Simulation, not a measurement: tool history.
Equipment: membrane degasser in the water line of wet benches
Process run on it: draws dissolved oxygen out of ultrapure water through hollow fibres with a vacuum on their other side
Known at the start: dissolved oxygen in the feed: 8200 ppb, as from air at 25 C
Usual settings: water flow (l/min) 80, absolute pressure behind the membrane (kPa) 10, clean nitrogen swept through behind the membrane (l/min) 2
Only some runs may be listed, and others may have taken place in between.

run	day	water flow (l/min)	absolute pressure behind the membrane (kPa)	clean nitrogen swept through behind the membrane (l/min)	dissolved oxygen in the water behind the degasser (ppb)	pressure that the water loses in the fibres (kPa)
1	0	80	10	2	706.6	26.68
2	1.758	80	10	2	709.1	26.71
3	3.217	80	7.4	2	529.7	26.67
4	4.217	80	7.4	2	530.3	26.87
5	6.271	80	13.7	2	958.3	26.74
6	7.575	80	13.7	2	943.8	26.64
7	8.925	80	13.7	2	949.5	26.54
8	10.771	80	13.7	2	954	26.31
9	11.688	80	13.7	2	950.6	26.64
10	12.75	80	10	2	701.5	26.73
11	14.254	80	10	2	702.7	26.77
12	15.396	80	10	2	711.3	26.8
# day 15.562: vacuum gauge calibrated
13	17.079	80	10	2	703.5	26.53
14	18.646	80	10	2	703.4	26.48
# day 19.425: vacuum gauge calibrated, once more
15	19.671	80	10	2.55	614.9	26.51
# day 20.388: seals of the vacuum lines changed
16	21.196	80	10	2.55	602	27
17	22.775	77	7.6	2.59	439.9	25.65
18	24.362	77	7.6	2.59	452.4	25.72
19	25.546	49	14.3	2	608	16.36
20	27.362	83	14.7	2	1051.4	27.52
21	29.446	83	14.7	2	1046.4	27.87
22	31.558	83	14.7	2	1043.4	27.68
23	33.583	83	8.3	2	602.5	27.61
24	35.417	112	8.3	3.31	704.6	37.28
25	36.808	112	8.3	3.31	719.9	37.77
26	38.562	60	7.8	2.54	330.7	19.93
27	39.688	60	7.8	2.54	325.6	19.95
28	41.846	72	14.7	2	911.7	24.09
29	43.296	72	14.7	2	909.6	24.21

Predict each of these 3 candidate next runs independently; none follows another, all start after run 29:
A	44.367	80	19.8	1.64	?	?
B	44.367	75	14.7	0.89	?	?
C	44.367	72	18.3	1.4	?	?

run	dissolved oxygen in the water behind the degasser (ppb)	pressure that the water loses in the fibres (kPa)
A	1486.4	26.99
B	1503.2	25.36
C	1401.1	24.02
Without the tool's hidden state the same runs would have given:
run	dissolved oxygen in the water behind the degasser (ppb)	pressure that the water loses in the fibres (kPa)
A	1480.4	26.75
B	1497.6	25.13
C	1395.7	23.8
